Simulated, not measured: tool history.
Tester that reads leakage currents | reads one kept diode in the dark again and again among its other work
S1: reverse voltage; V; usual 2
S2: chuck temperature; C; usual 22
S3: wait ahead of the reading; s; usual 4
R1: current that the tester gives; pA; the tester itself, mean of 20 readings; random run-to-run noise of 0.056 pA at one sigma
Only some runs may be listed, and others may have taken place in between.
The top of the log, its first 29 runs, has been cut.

run 30 day=69.492 | S1=5.16 S2=41 S3=0.52 | R1=74.71
-- day=71.688 chuck's temperature calibrated
run 31 day=71.758 | S1=1.44 S2=42 S3=0.32 | R1=43.02
-- day=73.271 probe card cleaned and baked
run 32 day=73.383 | S1=3.41 S2=24 S3=0.32 | R1=14.23
run 33 day=76.6 | S1=9.96 S2=30 S3=0.43 | R1=41.46
run 34 day=79.808 | S1=4.67 S2=44 S3=0.91 | R1=90.98
run 35 day=81.975 | S1=4.67 S2=58 S3=0.91 | R1=279.57
run 36 day=83.396 | S1=2.41 S2=50 S3=4 | R1=106.3
run 37 day=85.908 | S1=3.77 S2=29 S3=0.7 | R1=22.27
run 38 day=89.158 | S1=9.31 S2=22 S3=4 | R1=17.83
run 39 day=91.188 | S1=9.31 S2=22 S3=4 | R1=17.84

Each row is a separate what-if for the run after 39, all from the same tool condition, not one after another. Results?
run A day=92.725 | S1=8.29 S2=46 S3=0.98 | R1=?
run B day=92.725 | S1=2 S2=36 S3=4 | R1=?
run C day=92.725 | S1=6.63 S2=22 S3=1.51 | R1=?
run D day=92.725 | S1=2 S2=22 S3=0.33 | R1=?

run=A R1=143.32
run=B R1=29.89
run=C R1=15.37
run=D R1=8.94
Without the tool's hidden state the same runs would have given:
run=A R1=143.28
run=B R1=29.88
run=C R1=15.36
run=D R1=8.94
